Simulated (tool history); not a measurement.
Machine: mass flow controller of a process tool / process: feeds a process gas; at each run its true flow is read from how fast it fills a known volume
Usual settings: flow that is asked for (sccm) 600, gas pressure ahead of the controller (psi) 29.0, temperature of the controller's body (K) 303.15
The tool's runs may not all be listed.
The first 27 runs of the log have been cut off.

| run | day | flow that is asked for (sccm) | gas pressure ahead of the controller (psi) | temperature of the controller's body (K) | true flow (%) |
|---|---|---|---|---|---|
| 28 | 251.392 | 600 | 22.6 | 305.15 | 97.14 |
| 29 | 263.633 | 377 | 29.0 | 307.15 | 96.14 |
| 30 | 269.688 | 572 | 33.4 | 303.15 | 96.82 |
| 31 | 283.238 | 572 | 26.5 | 303.15 | 96.76 |
| 32 | 292.325 | 572 | 26.5 | 303.15 | 96.44 |
|  | 297.150 | controller's zero set anew |
| 33 | 304.662 | 875 | 28.7 | 303.15 | 97.11 |
| 34 | 314.288 | 875 | 28.7 | 303.15 | 97.15 |
| 35 | 324.067 | 875 | 28.7 | 303.15 | 97.05 |
| 36 | 333.838 | 883 | 37.6 | 304.15 | 96.80 |
| 37 | 340.308 | 883 | 26.1 | 300.15 | 96.77 |
| 38 | 351.438 | 883 | 26.1 | 300.15 | 96.50 |
| 39 | 364.525 | 883 | 22.6 | 306.15 | 96.21 |
| 40 | 372.508 | 154 | 30.3 | 300.15 | 93.99 |

Run 41 has not been measured yet. What should we expect?
| 41 | 383.783 | 102 | 39.7 | 300.15 | ? |

{"run 41": {"true flow (%)": 93.67}}
With no hidden state in the tool, this same run would have given true flow (%) 97.09.
